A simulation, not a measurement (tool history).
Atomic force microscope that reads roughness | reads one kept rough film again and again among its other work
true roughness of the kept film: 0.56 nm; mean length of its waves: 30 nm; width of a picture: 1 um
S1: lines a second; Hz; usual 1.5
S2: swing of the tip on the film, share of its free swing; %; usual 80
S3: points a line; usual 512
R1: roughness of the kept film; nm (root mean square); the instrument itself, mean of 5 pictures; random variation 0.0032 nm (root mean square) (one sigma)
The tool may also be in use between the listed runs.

run    hour    S1  S2   S3     R1
  1       0   1.5  80  512  0.467
  2    29.7   1.5  80  512  0.461
       38.8  -- new tip fitted
  3    52.4   1.5  80  512   0.48
  4    73.2   1.5  80  512  0.473
        107  -- new tip fitted
  5   119.7   1.5  80  801  0.483
  6   154.8   1.5  57  801  0.511
      175.5  -- new tip fitted
  7   194.6   1.5  74  512  0.491
  8   235.2   1.5  74  512  0.468
      246.9  -- new tip fitted
  9   275.9   1.5  86  512  0.454
      315.4  -- new tip fitted
 10   320.7   1.5  86  512  0.466
 11     361   1.5  86  512  0.449
      366.5  -- height scale calibrated on a step standard
      384.6  -- new tip fitted
 12   390.1   1.5  80  512  0.484
 13   433.4  2.35  80  512  0.443
      456.2  -- new tip fitted
 14   466.7   1.5  80  512  0.475
 15     510   1.5  80  512  0.469
      525.6  -- new tip fitted
 16   547.8   1.5  80  512  0.475
 17   576.3  2.62  57  642  0.497
      593.5  -- new tip fitted
 18   603.6  2.29  71  617  0.477
      624.5  -- height scale calibrated on a step standard, once more
 19   643.1  3.67  67  771  0.462
      664.2  -- new tip fitted
 20     673   1.3  80  350  0.485
 21     693  2.96  73  335  0.452
 22   729.3  2.96  59  407  0.484
      732.3  -- new tip fitted
 23   756.3  1.47  80  815  0.479
 24   782.1  1.47  80  815  0.468
      799.7  -- new tip fitted
 25   803.8  2.01  80  931  0.469
 26   845.2  2.01  80  931  0.448
      870.4  -- new tip fitted
 27   879.9  0.62  79  444  0.522
 28   911.8  0.73  73  625  0.504
      938.7  -- new tip fitted
 29   951.5   0.6  88  625  0.507
 30   987.8  0.58  59  547  0.526
       1008  -- new tip fitted
 31  1022.9   1.5  67  288  0.503

4 ways to go on from here, each from the tool as it stands after run 31. What would each give?
  A  1048.8  0.89  86  259   ?
  B  1048.8   1.5  65  288   ?
  C  1048.8   3.5  78  512   ?
  D  1048.8  0.79  67  288   ?

run     R1
  A  0.475
  B  0.492
  C  0.415
  D  0.503
Without the tool's hidden state the same runs would have given:
run     R1
  A  0.495
  B  0.513
  C  0.433
  D  0.525
